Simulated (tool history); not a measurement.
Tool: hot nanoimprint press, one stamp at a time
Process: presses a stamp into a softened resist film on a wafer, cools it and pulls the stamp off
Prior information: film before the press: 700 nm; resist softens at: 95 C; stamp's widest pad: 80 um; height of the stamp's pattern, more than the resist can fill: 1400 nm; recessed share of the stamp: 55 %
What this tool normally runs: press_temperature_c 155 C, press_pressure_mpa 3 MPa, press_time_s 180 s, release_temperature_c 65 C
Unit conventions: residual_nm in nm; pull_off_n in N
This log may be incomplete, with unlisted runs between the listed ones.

run 1 hour=0 | press_temperature_c=155 press_pressure_mpa=3 press_time_s=180 release_temperature_c=65 | residual_nm=392.9 pull_off_n=148
run 2 hour=75.6 | press_temperature_c=155 press_pressure_mpa=3 press_time_s=180 release_temperature_c=65 | residual_nm=394.5 pull_off_n=149
-- hour=93.1 stamp cleaned and given a new release coat
run 3 hour=151.8 | press_temperature_c=154 press_pressure_mpa=3 press_time_s=180 release_temperature_c=65 | residual_nm=403.8 pull_off_n=155
run 4 hour=198.8 | press_temperature_c=154 press_pressure_mpa=3 press_time_s=180 release_temperature_c=65 | residual_nm=404.5 pull_off_n=149
-- hour=256.8 stamp cleaned and given a new release coat
run 5 hour=256.8 | press_temperature_c=155 press_pressure_mpa=3 press_time_s=164 release_temperature_c=65 | residual_nm=402.2 pull_off_n=147
run 6 hour=299.3 | press_temperature_c=155 press_pressure_mpa=3 press_time_s=180 release_temperature_c=65 | residual_nm=394.1 pull_off_n=149
run 7 hour=359.8 | press_temperature_c=155 press_pressure_mpa=3 press_time_s=352 release_temperature_c=65 | residual_nm=317.9 pull_off_n=150
run 8 hour=393.9 | press_temperature_c=155 press_pressure_mpa=3 press_time_s=180 release_temperature_c=65 | residual_nm=388.1 pull_off_n=146
-- hour=422.9 stamp cleaned and given a new release coat
run 9 hour=471.1 | press_temperature_c=155 press_pressure_mpa=3 press_time_s=180 release_temperature_c=65 | residual_nm=391.8 pull_off_n=150
run 10 hour=544.4 | press_temperature_c=153 press_pressure_mpa=1.9 press_time_s=180 release_temperature_c=65 | residual_nm=497.8 pull_off_n=146
-- hour=587.4 stamp cleaned and given a new release coat
run 11 hour=601.9 | press_temperature_c=149 press_pressure_mpa=1.9 press_time_s=273 release_temperature_c=65 | residual_nm=489.9 pull_off_n=147
run 12 hour=643.4 | press_temperature_c=149 press_pressure_mpa=1.9 press_time_s=273 release_temperature_c=65 | residual_nm=491.7 pull_off_n=150
-- hour=680.5 plate thermocouple calibrated
run 13 hour=720.7 | press_temperature_c=148 press_pressure_mpa=3 press_time_s=180 release_temperature_c=65 | residual_nm=465.5 pull_off_n=156
-- hour=756.5 stamp cleaned and given a new release coat
run 14 hour=778.4 | press_temperature_c=148 press_pressure_mpa=3 press_time_s=180 release_temperature_c=65 | residual_nm=466.9 pull_off_n=149
run 15 hour=828.2 | press_temperature_c=148 press_pressure_mpa=3 press_time_s=180 release_temperature_c=65 | residual_nm=468.7 pull_off_n=150
run 16 hour=887.5 | press_temperature_c=148 press_pressure_mpa=2.99 press_time_s=177 release_temperature_c=64 | residual_nm=466.7 pull_off_n=152
-- hour=921.6 stamp cleaned and given a new release coat
run 17 hour=937.6 | press_temperature_c=155 press_pressure_mpa=3 press_time_s=118 release_temperature_c=54 | residual_nm=440.2 pull_off_n=169

Hidden state or all else? Some run-to-run changes of residual_nm, split into what the settings, what came in and random variation would give without the hidden state, and what is left for the hidden state (with any gauge scatter that isn't in both results):
Unlogged tool condition in this case: true temperature over the reading, C; pressure that arrives at the usual setting, %; grip of the stamp's worn release coat, % over a new coat's; drift of the gauge itself on residual_nm, %; drift of the gauge itself on pull_off_n, %.
Run 9 -> 10: press_temperature_c 155 -> 153, press_pressure_mpa 3 -> 1.9. residual_nm +106 nm: hidden state -1.6, all else +107.6.
